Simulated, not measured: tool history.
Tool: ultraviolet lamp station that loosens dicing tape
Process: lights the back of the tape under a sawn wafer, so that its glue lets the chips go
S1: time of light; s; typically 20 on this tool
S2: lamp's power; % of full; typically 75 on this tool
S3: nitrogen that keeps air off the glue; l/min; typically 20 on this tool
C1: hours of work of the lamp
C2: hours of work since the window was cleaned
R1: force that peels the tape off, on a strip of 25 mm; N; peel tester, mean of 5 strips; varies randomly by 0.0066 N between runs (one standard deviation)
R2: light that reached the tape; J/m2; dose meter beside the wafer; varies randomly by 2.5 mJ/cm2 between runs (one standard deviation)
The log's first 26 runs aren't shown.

run      day  S1  S2  S3   C1   C2     R1    R2
 27   63.904  12  78  14  146  473  0.954  1500
      65.508  -- window cleaned of glue's vapour
 28   66.546  20  75  22  186   16  0.265  2840
 29   68.396  20  66  20  215   44  0.372  2480
 30   70.512  20  66  20  247   77  0.410  2340
 31   72.379  15  75  20  276  106  0.538  2010
 32   74.179  15  75  20  304  133  0.586  1960
 33   76.833  13  96   7  345  174  0.827  2100
 34   80.246  30  96   7  397  227  0.181  4640
 35   82.158  15  75  20  427  256  0.683  1760
 36   85.258  15  75  20  474  304  0.722  1690
 37   87.517  15  75  20  509  339  0.768  1660
 38   90.838  15  75  20  560  390  0.811  1500
 39   93.758  23  99  20  605  435  0.250  2980
 40   96.554  11  83  10  648  478  1.370  1160
      97.971  -- window cleaned of glue's vapour
 41   99.450  14  72  12  692   23  1.038  1460
 42  102.088  11  65  37  733   63  1.169   970
 43  103.733  31  95  21  758   89  0.109  4040

Consider 3 possible next runs. They are alternatives, not a sequence: every one starts from the tool as it was left by run 43. What does each give?
  A  106.808  31  92  21  806  136   ?   ?
  B  106.808  20  72  35  806  136   ?   ?
  C  106.808  31  75  20  806  136   ?   ?

run     R1    R2
  A  0.137  3740
  B  0.489  1930
  C  0.238  3090
The same runs, with their run-to-run variation unchanged, on a tool lacking any hidden condition would have given:
run     R1    R2
  A  0.057  5980
  B  0.182  3060
  C  0.091  4910
